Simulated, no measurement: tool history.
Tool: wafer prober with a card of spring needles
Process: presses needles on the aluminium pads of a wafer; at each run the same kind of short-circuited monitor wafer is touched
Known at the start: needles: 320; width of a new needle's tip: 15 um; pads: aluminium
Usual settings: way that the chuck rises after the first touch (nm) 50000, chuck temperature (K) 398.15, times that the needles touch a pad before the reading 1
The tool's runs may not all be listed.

run	hour	way that the chuck rises after the first touch (nm)	chuck temperature (K)	times that the needles touch a pad before the reading	resistance of one needle with its contact and lead (mohm)	way that a needle slides on the pad (nm)
1	0.0	50000	398.15	1	142	6970
# hour 11.0: tips cleaned on abrasive film
2	19.6	50000	398.15	1	194	6940
# hour 23.3: tips cleaned on abrasive film
3	30.1	46000	398.15	1	198	6380
# hour 34.7: tips cleaned on abrasive film
# hour 46.3: tips cleaned on abrasive film
4	48.3	46000	398.15	1	165	6370
# hour 57.1: tips cleaned on abrasive film
5	59.2	50000	398.15	1	162	6940
# hour 68.7: tips cleaned on abrasive film
6	75.2	50000	398.15	1	191	6930
# hour 80.1: tips cleaned on abrasive film
7	89.0	50000	398.15	2	174	6910
# hour 92.3: tips cleaned on abrasive film
# hour 96.4: height of the first contact set anew
# hour 103.9: tips cleaned on abrasive film
8	107.7	50000	398.15	2	154	7000
# hour 114.6: tips cleaned on abrasive film
9	124.2	50000	398.15	1	198	7000
# hour 125.4: tips cleaned on abrasive film
# hour 136.0: tips cleaned on abrasive film
10	141.2	50000	398.15	1	183	6990
# hour 146.9: tips cleaned on abrasive film
# hour 157.9: tips cleaned on abrasive film
11	161.5	55000	398.15	1	164	7660
# hour 168.8: tips cleaned on abrasive film
# hour 179.4: tips cleaned on abrasive film
12	181.2	50000	398.15	1	160	6940
# hour 191.4: tips cleaned on abrasive film
13	199.5	50000	398.15	1	192	6970
# hour 203.3: tips cleaned on abrasive film
14	213.5	50000	398.15	1	201	6950
# hour 215.0: tips cleaned on abrasive film
15	224.5	50000	398.15	1	196	6930
# hour 226.2: tips cleaned on abrasive film
# hour 237.4: tips cleaned on abrasive film
16	244.9	50000	398.15	1	194	6940
# hour 248.7: tips cleaned on abrasive film
# hour 261.0: tips cleaned on abrasive film
17	266.4	62000	398.15	1	165	8590
# hour 271.9: tips cleaned on abrasive film
# hour 276.2: height of the first contact set anew
18	281.6	50000	345.15	1	196	6990
# hour 283.2: tips cleaned on abrasive film
19	291.3	50000	345.15	1	189	7000
# hour 294.3: tips cleaned on abrasive film
20	304.6	34000	398.15	2	218	4750
# hour 305.7: tips cleaned on abrasive film
# hour 317.3: tips cleaned on abrasive film
21	326.6	33000	398.15	1	272	4610
# hour 328.0: tips cleaned on abrasive film
22	337.3	33000	398.15	2	220	4610
# hour 339.1: tips cleaned on abrasive film
23	347.4	67000	337.15	2	151	9360
# hour 351.3: tips cleaned on abrasive film
# hour 362.5: tips cleaned on abrasive film
24	366.9	67000	337.15	2	142	9360
# hour 374.0: tips cleaned on abrasive film
25	383.8	30000	319.15	2	237	4150
# hour 385.7: tips cleaned on abrasive film
# hour 397.2: tips cleaned on abrasive film
26	401.6	30000	319.15	2	201	4140
# hour 407.8: tips cleaned on abrasive film
27	414.4	35000	313.15	3	172	4830
# hour 419.3: tips cleaned on abrasive film
# hour 430.0: tips cleaned on abrasive film
28	430.1	40000	311.15	2	137	5530
# hour 440.9: tips cleaned on abrasive film
29	445.3	40000	311.15	2	167	5510
# hour 452.3: tips cleaned on abrasive film
# hour 457.0: height of the first contact set anew
# hour 464.3: tips cleaned on abrasive film
30	465.4	68000	322.15	2	133	9530
# hour 475.5: tips cleaned on abrasive film
31	476.6	68000	322.15	2	130	9510

3 ways to go on from here, each from the tool as it stands after run 31. What would each give?
# hour 486.9: tips cleaned on abrasive film
A	487.6	33000	342.15	1	?	?
# hour 486.9: tips cleaned on abrasive film
B	487.6	67000	319.15	2	?	?
# hour 486.9: tips cleaned on abrasive film
C	487.6	67000	307.15	2	?	?

run	resistance of one needle with its contact and lead (mohm)	way that a needle slides on the pad (nm)
A	169	4590
B	130	9360
C	131	9370
Without the tool's hidden state the same runs would have given:
run	resistance of one needle with its contact and lead (mohm)	way that a needle slides on the pad (nm)
A	140	4610
B	124	9380
C	126	9390
